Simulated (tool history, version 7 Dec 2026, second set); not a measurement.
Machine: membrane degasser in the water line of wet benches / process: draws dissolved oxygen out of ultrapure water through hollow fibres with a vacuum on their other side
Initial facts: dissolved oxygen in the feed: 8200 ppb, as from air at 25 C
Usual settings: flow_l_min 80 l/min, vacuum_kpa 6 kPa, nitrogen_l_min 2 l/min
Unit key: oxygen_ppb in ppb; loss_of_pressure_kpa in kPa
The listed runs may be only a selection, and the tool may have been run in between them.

run,hour,flow_l_min,vacuum_kpa,nitrogen_l_min,oxygen_ppb,loss_of_pressure_kpa
1,0,80,6,2,288.4,28.08
2,236.4,80,6,2,291.8,28.32
3,504.7,80,6,2,293.7,28.46
4,743.3,80,6,2,290.3,28.49
5,880.9,80,6,2,294.7,28.79
6,1061.5,80,6,2,301.4,28.26
7,1326.3,80,6,2,295.2,28.35
8,1470.9,80,6,2,294.1,28.85
9,1622,80,6,2,306.9,28.72
10,1821.8,70,6,2,248.4,25.48
11,2034.4,80,6,2,301.1,29.13
12,2212.9,80,6,2,301.9,29
13,2387.3,80,6,5.15,180,29.43
14,2582.6,80,6,5.15,180.8,29.33
15,2740.8,82,11.94,5.15,397.1,29.58
16,2983.6,65,4.96,4.77,93.5,23.76
17,3134,65,4.96,4.77,94.1,23.96
18,3312.6,112,6,2,465.9,36.23
19,3477.3,112,6,1.85,481.8,36.38
20,3685.7,57,6,3.19,128.9,18.74
21,3927.3,82,14.37,2,905.9,26.82
22,4132.6,66,6.89,2,282.4,21.52
23,4333.4,61,7.35,4.84,137.5,19.95

Withheld: 3 entries from between the runs. Position of each, and hidden state at the listed run before versus the listed run after:
In the gap between runs 2 and 3: seals of the vacuum lines changed (hour 280.2)
  membrane still open, %: 91.9 -> 91.6; true pressure behind the membrane over the reading, kPa: 0.1 -> 0.12; air that leaks in behind the membrane, l/min: 0.0058 -> 0.0035
  measured value less the no-hidden-state value, oxygen_ppb: +29.7 -> +31.9 ppb; loss_of_pressure_kpa: +2.28 -> +2.39 kPa
In the gap between runs 17 and 18: membrane cartridge changed (hour 3285.4)
  membrane still open, %: 88.3 -> 100; true pressure behind the membrane over the reading, kPa: 0.24 -> 0.25; air that leaks in behind the membrane, l/min: 0.0068 -> 0.007
  measured value less the no-hidden-state value, oxygen_ppb: +23.9 -> +23.7 ppb; loss_of_pressure_kpa: +2.81 -> +0.01 kPa
In the gap between runs 18 and 19: seals of the vacuum lines changed (hour 3459.5)
  membrane still open, %: 100 -> 99.8; true pressure behind the membrane over the reading, kPa: 0.25 -> 0.26; air that leaks in behind the membrane, l/min: 0.007 -> 0.0017
  measured value less the no-hidden-state value, oxygen_ppb: +23.7 -> +27.1 ppb; loss_of_pressure_kpa: +0.01 -> +0.09 kPa
